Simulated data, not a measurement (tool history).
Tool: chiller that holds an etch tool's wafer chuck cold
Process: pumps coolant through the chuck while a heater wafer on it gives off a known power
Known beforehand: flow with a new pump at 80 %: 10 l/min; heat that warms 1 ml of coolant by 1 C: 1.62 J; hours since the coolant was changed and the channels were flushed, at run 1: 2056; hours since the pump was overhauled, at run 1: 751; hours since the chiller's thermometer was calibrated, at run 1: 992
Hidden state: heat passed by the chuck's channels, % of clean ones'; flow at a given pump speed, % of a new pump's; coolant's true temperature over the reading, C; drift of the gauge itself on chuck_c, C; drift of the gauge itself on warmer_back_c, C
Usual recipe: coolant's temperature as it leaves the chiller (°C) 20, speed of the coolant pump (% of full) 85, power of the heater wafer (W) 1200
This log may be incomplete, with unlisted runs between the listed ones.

run,hour,coolant's temperature as it leaves the chiller (°C),speed of the coolant pump (% of full),power of the heater wafer (W),hours since the coolant was changed and the channels were flushed,hours since the pump was overhauled,hours since the chiller's thermometer was calibrated,chuck's temperature once it has settled (°C),how much warmer the coolant comes back (C)
1,0.0,20,85,1200,2056,751,992,27.69,4.17
2,68.5,20,85,1200,2124,819,1061,27.70,4.17
3,121.9,20,85,1200,2178,873,1114,27.74,4.19
4,178.7,20,85,1200,2235,930,1171,27.73,4.15
5,258.7,20,85,1200,2315,1010,1251,27.69,4.19
6,314.7,20,85,1200,2371,1066,1307,27.78,4.13
7,353.9,20,82,1200,2410,1105,1346,28.02,4.33
8,400.3,20,82,1200,2456,1151,1393,28.05,4.37
9,449.4,20,82,1200,2505,1200,1442,28.05,4.32
10,504.9,20,85,1200,2561,1256,1497,27.86,4.19
11,542.2,20,85,1200,2598,1293,1535,27.84,4.16
12,629.5,20,85,1200,2685,1380,1622,27.91,4.22
13,671.0,20,85,1200,2727,1422,1663,27.85,4.14
14,749.5,20,85,1200,2805,1500,1742,27.86,4.17
15,812.4,20,85,1200,2868,1563,1805,27.92,4.19
16,889.8,20,85,1200,2946,1641,1882,27.93,4.14
17,969.7,20,70,863,3026,1721,1962,26.65,3.68
18,1028.1,20,95,1552,3084,1779,2020,29.49,4.85
19,1079.7,30,95,606,3136,1831,2072,34.00,1.88
20,1127.7,11,76,606,3184,1879,2120,15.57,2.32
21,1176.5,22,85,1200,3232,1927,2169,30.12,4.22
22,1261.2,16,74,1205,3317,2012,2253,24.91,4.79
23,1296.8,28,83,796,3353,2048,2289,33.62,2.88
# hour 1353.9: gauge calibrated
24,1381.8,28,83,796,3438,2133,2374,33.20,2.81
25,1446.3,28,83,796,3502,2197,2439,33.24,2.80
26,1519.6,15,100,1200,3575,2270,2512,21.93,3.59
27,1580.9,12,100,1200,3637,2332,2573,18.91,3.57
28,1668.6,25,64,905,3724,2419,2661,32.16,4.20
29,1756.5,11,62,785,3812,2507,2749,17.36,3.77
30,1803.4,10,73,785,3859,2554,2796,15.78,3.17
31,1862.3,10,73,785,3918,2613,2855,15.82,3.15

4 ways to go on from here, each from the tool as it stands after run 31. What would each give?
A,1899.5,11,73,1527,3955,2650,2892,?,?
B,1899.5,20,83,1421,3955,2650,2892,?,?
C,1899.5,11,82,1200,3955,2650,2892,?,?
D,1899.5,20,85,1200,3955,2650,2892,?,?

run,chuck's temperature once it has settled (°C),how much warmer the coolant comes back (C)
A,22.05,6.23
B,29.42,5.09
C,19.06,4.36
D,27.91,4.25
Without the tool's hidden state the same runs would have given:
run,chuck's temperature once it has settled (°C),how much warmer the coolant comes back (C)
A,21.85,6.23
B,29.23,5.09
C,18.87,4.36
D,27.72,4.25
